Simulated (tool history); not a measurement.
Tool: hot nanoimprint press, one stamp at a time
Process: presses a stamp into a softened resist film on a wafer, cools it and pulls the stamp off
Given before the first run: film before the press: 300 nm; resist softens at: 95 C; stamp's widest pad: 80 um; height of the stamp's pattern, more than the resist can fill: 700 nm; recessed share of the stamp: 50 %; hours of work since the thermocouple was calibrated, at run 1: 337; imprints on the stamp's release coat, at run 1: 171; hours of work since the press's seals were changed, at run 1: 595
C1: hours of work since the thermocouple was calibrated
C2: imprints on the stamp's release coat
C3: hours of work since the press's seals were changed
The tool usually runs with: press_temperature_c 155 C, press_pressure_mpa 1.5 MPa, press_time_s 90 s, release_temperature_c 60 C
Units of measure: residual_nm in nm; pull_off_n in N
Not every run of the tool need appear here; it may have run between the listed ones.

run 1 hour=0 | press_temperature_c=155 press_pressure_mpa=1.5 press_time_s=90 release_temperature_c=60 | C1=337 C2=171 C3=595 | residual_nm=112.1 pull_off_n=236
run 2 hour=65 | press_temperature_c=155 press_pressure_mpa=1.5 press_time_s=61 release_temperature_c=60 | C1=378 C2=302 C3=635 | residual_nm=131.1 pull_off_n=244
run 3 hour=99.9 | press_temperature_c=155 press_pressure_mpa=1.5 press_time_s=61 release_temperature_c=60 | C1=399 C2=373 C3=657 | residual_nm=130.1 pull_off_n=244
-- hour=137.2 plate thermocouple calibrated
run 4 hour=156.4 | press_temperature_c=155 press_pressure_mpa=1.5 press_time_s=61 release_temperature_c=60 | C1=12 C2=480 C3=690 | residual_nm=138.4 pull_off_n=255
run 5 hour=197.3 | press_temperature_c=155 press_pressure_mpa=1.5 press_time_s=61 release_temperature_c=60 | C1=37 C2=563 C3=715 | residual_nm=138.3 pull_off_n=259
run 6 hour=263.3 | press_temperature_c=155 press_pressure_mpa=1.5 press_time_s=61 release_temperature_c=60 | C1=78 C2=696 C3=756 | residual_nm=137.5 pull_off_n=265
run 7 hour=334.9 | press_temperature_c=155 press_pressure_mpa=1.5 press_time_s=90 release_temperature_c=60 | C1=122 C2=840 C3=800 | residual_nm=116.1 pull_off_n=273
run 8 hour=369.7 | press_temperature_c=167 press_pressure_mpa=1.5 press_time_s=90 release_temperature_c=60 | C1=144 C2=910 C3=822 | residual_nm=67.3 pull_off_n=278
-- hour=439.1 stamp cleaned and given a new release coat
run 9 hour=451.6 | press_temperature_c=167 press_pressure_mpa=1.5 press_time_s=90 release_temperature_c=63 | C1=191 C2=25 C3=869 | residual_nm=67.1 pull_off_n=220
run 10 hour=499.4 | press_temperature_c=167 press_pressure_mpa=1.5 press_time_s=90 release_temperature_c=63 | C1=220 C2=121 C3=898 | residual_nm=66.7 pull_off_n=226
run 11 hour=555.1 | press_temperature_c=155 press_pressure_mpa=1.5 press_time_s=90 release_temperature_c=60 | C1=255 C2=234 C3=933 | residual_nm=114.6 pull_off_n=241
run 12 hour=626 | press_temperature_c=155 press_pressure_mpa=1.5 press_time_s=90 release_temperature_c=60 | C1=299 C2=377 C3=977 | residual_nm=114.3 pull_off_n=250
run 13 hour=704 | press_temperature_c=155 press_pressure_mpa=1.5 press_time_s=90 release_temperature_c=60 | C1=347 C2=534 C3=1025 | residual_nm=113.6 pull_off_n=256
run 14 hour=775.1 | press_temperature_c=155 press_pressure_mpa=1.5 press_time_s=90 release_temperature_c=60 | C1=391 C2=677 C3=1069 | residual_nm=113.2 pull_off_n=259
-- hour=805.6 press's hydraulic seals changed and the load cell set to zero
-- hour=831.3 plate thermocouple calibrated
run 15 hour=849.9 | press_temperature_c=155 press_pressure_mpa=1.5 press_time_s=90 release_temperature_c=60 | C1=11 C2=806 C3=26 | residual_nm=114.2 pull_off_n=265
run 16 hour=884.9 | press_temperature_c=155 press_pressure_mpa=1.5 press_time_s=90 release_temperature_c=60 | C1=33 C2=876 C3=47 | residual_nm=114.7 pull_off_n=275
run 17 hour=950.2 | press_temperature_c=155 press_pressure_mpa=1.16 press_time_s=90 release_temperature_c=52 | C1=74 C2=1008 C3=88 | residual_nm=126.9 pull_off_n=318
-- hour=969.2 stamp cleaned and given a new release coat
run 18 hour=999.7 | press_temperature_c=160 press_pressure_mpa=1.5 press_time_s=90 release_temperature_c=60 | C1=101 C2=61 C3=115 | residual_nm=90.5 pull_off_n=234
run 19 hour=1042.5 | press_temperature_c=167 press_pressure_mpa=1.5 press_time_s=90 release_temperature_c=57 | C1=127 C2=148 C3=141 | residual_nm=65.8 pull_off_n=254
run 20 hour=1114.3 | press_temperature_c=167 press_pressure_mpa=1.5 press_time_s=90 release_temperature_c=57 | C1=171 C2=292 C3=185 | residual_nm=65.2 pull_off_n=253
run 21 hour=1159.3 | press_temperature_c=167 press_pressure_mpa=1.7 press_time_s=90 release_temperature_c=57 | C1=199 C2=383 C3=213 | residual_nm=61.5 pull_off_n=266
run 22 hour=1228.8 | press_temperature_c=155 press_pressure_mpa=1.18 press_time_s=90 release_temperature_c=60 | C1=242 C2=523 C3=256 | residual_nm=123.3 pull_off_n=253
run 23 hour=1279.7 | press_temperature_c=155 press_pressure_mpa=1.27 press_time_s=90 release_temperature_c=63 | C1=274 C2=625 C3=288 | residual_nm=119.4 pull_off_n=242
run 24 hour=1327.6 | press_temperature_c=144 press_pressure_mpa=1.01 press_time_s=90 release_temperature_c=60 | C1=303 C2=722 C3=318 | residual_nm=206.1 pull_off_n=260
run 25 hour=1386.7 | press_temperature_c=144 press_pressure_mpa=1.66 press_time_s=90 release_temperature_c=61 | C1=340 C2=841 C3=354 | residual_nm=176.9 pull_off_n=259
run 26 hour=1431.8 | press_temperature_c=155 press_pressure_mpa=1.5 press_time_s=90 release_temperature_c=64 | C1=368 C2=932 C3=382 | residual_nm=109.8 pull_off_n=253
run 27 hour=1466.1 | press_temperature_c=166 press_pressure_mpa=1.5 press_time_s=48 release_temperature_c=60 | C1=389 C2=1001 C3=403 | residual_nm=88.9 pull_off_n=274
-- hour=1489.9 stamp cleaned and given a new release coat
-- hour=1527.9 plate thermocouple calibrated
run 28 hour=1549.2 | press_temperature_c=153 press_pressure_mpa=1.59 press_time_s=180 release_temperature_c=60 | C1=13 C2=113 C3=449 | residual_nm=94.9 pull_off_n=238
run 29 hour=1607.8 | press_temperature_c=163 press_pressure_mpa=1.59 press_time_s=180 release_temperature_c=60 | C1=49 C2=231 C3=485 | residual_nm=56.8 pull_off_n=248
run 30 hour=1640 | press_temperature_c=163 press_pressure_mpa=1.59 press_time_s=180 release_temperature_c=60 | C1=69 C2=296 C3=505 | residual_nm=57.1 pull_off_n=247

What does the tool deliver on the next run?
run 31 hour=1715 | press_temperature_c=155 press_pressure_mpa=1.5 press_time_s=76 release_temperature_c=61 | C1=116 C2=448 C3=552 | residual_nm=? pull_off_n=?

residual_nm: 125.6 nm
pull_off_n: 248 N
Without the tool's hidden state the same run would have given residual_nm 124.6 nm, pull_off_n 227 N.

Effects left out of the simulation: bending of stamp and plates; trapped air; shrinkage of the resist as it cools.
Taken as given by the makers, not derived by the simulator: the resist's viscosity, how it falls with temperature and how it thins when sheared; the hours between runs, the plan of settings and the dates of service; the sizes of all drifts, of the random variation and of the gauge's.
